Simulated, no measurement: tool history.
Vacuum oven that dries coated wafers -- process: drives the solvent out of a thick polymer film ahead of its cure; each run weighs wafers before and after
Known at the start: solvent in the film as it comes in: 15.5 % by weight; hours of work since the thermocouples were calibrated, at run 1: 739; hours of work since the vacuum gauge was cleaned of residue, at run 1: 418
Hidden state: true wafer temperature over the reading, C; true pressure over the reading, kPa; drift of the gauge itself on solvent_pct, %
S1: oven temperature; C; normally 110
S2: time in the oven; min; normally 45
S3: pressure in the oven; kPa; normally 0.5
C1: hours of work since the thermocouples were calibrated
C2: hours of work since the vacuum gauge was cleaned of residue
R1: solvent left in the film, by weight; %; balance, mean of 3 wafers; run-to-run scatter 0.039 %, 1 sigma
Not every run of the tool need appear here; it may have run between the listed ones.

{"run": 1, "hour": 0.0, "S1": 110, "S2": 45, "S3": 0.5, "C1": 739, "C2": 418, "R1": 1.31}
{"run": 2, "hour": 61.7, "S1": 110, "S2": 45, "S3": 0.5, "C1": 768, "C2": 447, "R1": 1.39}
{"run": 3, "hour": 125.4, "S1": 110, "S2": 45, "S3": 0.5, "C1": 797, "C2": 476, "R1": 1.37}
{"run": 4, "hour": 179.5, "S1": 110, "S2": 45, "S3": 0.5, "C1": 822, "C2": 501, "R1": 1.41}
{"run": 5, "hour": 215.0, "S1": 110, "S2": 45, "S3": 0.5, "C1": 839, "C2": 518, "R1": 1.42}
{"run": 6, "hour": 280.0, "S1": 114, "S2": 45, "S3": 0.5, "C1": 869, "C2": 548, "R1": 0.98}
{"run": 7, "hour": 319.4, "S1": 114, "S2": 45, "S3": 0.5, "C1": 887, "C2": 566, "R1": 1}
{"run": 8, "hour": 361.5, "S1": 114, "S2": 45, "S3": 0.5, "C1": 907, "C2": 586, "R1": 1.07}
{"run": 9, "hour": 422.0, "S1": 110, "S2": 48, "S3": 0.5, "C1": 935, "C2": 614, "R1": 1.23}
{"run": 10, "hour": 459.0, "S1": 110, "S2": 45, "S3": 0.5, "C1": 952, "C2": 631, "R1": 1.46}
{"hour": 471.2, "done": "oven's thermocouples calibrated"}
{"run": 11, "hour": 515.0, "S1": 110, "S2": 45, "S3": 0.5, "C1": 20, "C2": 656, "R1": 1.46}
{"run": 12, "hour": 553.9, "S1": 110, "S2": 45, "S3": 0.5, "C1": 38, "C2": 674, "R1": 1.45}
{"run": 13, "hour": 584.1, "S1": 110, "S2": 45, "S3": 0.5, "C1": 52, "C2": 689, "R1": 1.49}
{"run": 14, "hour": 648.9, "S1": 110, "S2": 45, "S3": 0.5, "C1": 83, "C2": 719, "R1": 1.45}
{"run": 15, "hour": 679.5, "S1": 110, "S2": 60, "S3": 0.5, "C1": 97, "C2": 733, "R1": 0.94}
{"hour": 698.8, "done": "oven's thermocouples calibrated, once more"}
{"run": 16, "hour": 724.2, "S1": 110, "S2": 39, "S3": 0.5, "C1": 12, "C2": 753, "R1": 1.63}
{"run": 17, "hour": 755.6, "S1": 110, "S2": 46, "S3": 0.751, "C1": 26, "C2": 767, "R1": 1.42}
{"run": 18, "hour": 797.8, "S1": 121, "S2": 25, "S3": 0.303, "C1": 46, "C2": 787, "R1": 1.51}
{"run": 19, "hour": 867.3, "S1": 101, "S2": 35, "S3": 0.893, "C1": 78, "C2": 819, "R1": 3.79}
{"run": 20, "hour": 899.7, "S1": 101, "S2": 62, "S3": 0.889, "C1": 93, "C2": 834, "R1": 1.79}
{"run": 21, "hour": 970.3, "S1": 96, "S2": 62, "S3": 1.208, "C1": 126, "C2": 867, "R1": 2.87}
{"run": 22, "hour": 1015.9, "S1": 118, "S2": 62, "S3": 1.208, "C1": 147, "C2": 888, "R1": 0.66}
{"run": 23, "hour": 1063.0, "S1": 121, "S2": 53, "S3": 1.265, "C1": 169, "C2": 910, "R1": 0.69}
{"run": 24, "hour": 1117.9, "S1": 110, "S2": 60, "S3": 0.704, "C1": 195, "C2": 936, "R1": 0.9}
{"run": 25, "hour": 1190.8, "S1": 110, "S2": 60, "S3": 0.704, "C1": 229, "C2": 970, "R1": 0.94}
{"run": 26, "hour": 1222.7, "S1": 105, "S2": 45, "S3": 0.283, "C1": 243, "C2": 984, "R1": 1.82}
{"run": 27, "hour": 1254.5, "S1": 103, "S2": 45, "S3": 0.283, "C1": 258, "C2": 999, "R1": 2.19}
{"run": 28, "hour": 1319.0, "S1": 103, "S2": 45, "S3": 0.283, "C1": 288, "C2": 1029, "R1": 2.14}
{"run": 29, "hour": 1376.7, "S1": 105, "S2": 57, "S3": 0.387, "C1": 315, "C2": 1056, "R1": 1.3}
{"run": 30, "hour": 1446.7, "S1": 117, "S2": 45, "S3": 0.5, "C1": 348, "C2": 1088, "R1": 0.78}
{"run": 31, "hour": 1487.6, "S1": 113, "S2": 37, "S3": 0.802, "C1": 367, "C2": 1107, "R1": 1.62}

3 options for the next run, each taken on its own from the tool as it stands now. Forecast them:
{"run": "A", "hour": 1549.8, "S1": 122, "S2": 39, "S3": 0.616, "C1": 395, "C2": 1136, "R1": "?"}
{"run": "B", "hour": 1549.8, "S1": 114, "S2": 37, "S3": 0.802, "C1": 395, "C2": 1136, "R1": "?"}
{"run": "C", "hour": 1549.8, "S1": 95, "S2": 62, "S3": 1.096, "C1": 395, "C2": 1136, "R1": "?"}

run=A R1=0.7
run=B R1=1.58
run=C R1=3.03
Without the tool's hidden state the same runs would have given:
run=A R1=0.54
run=B R1=1.36
run=C R1=2.64
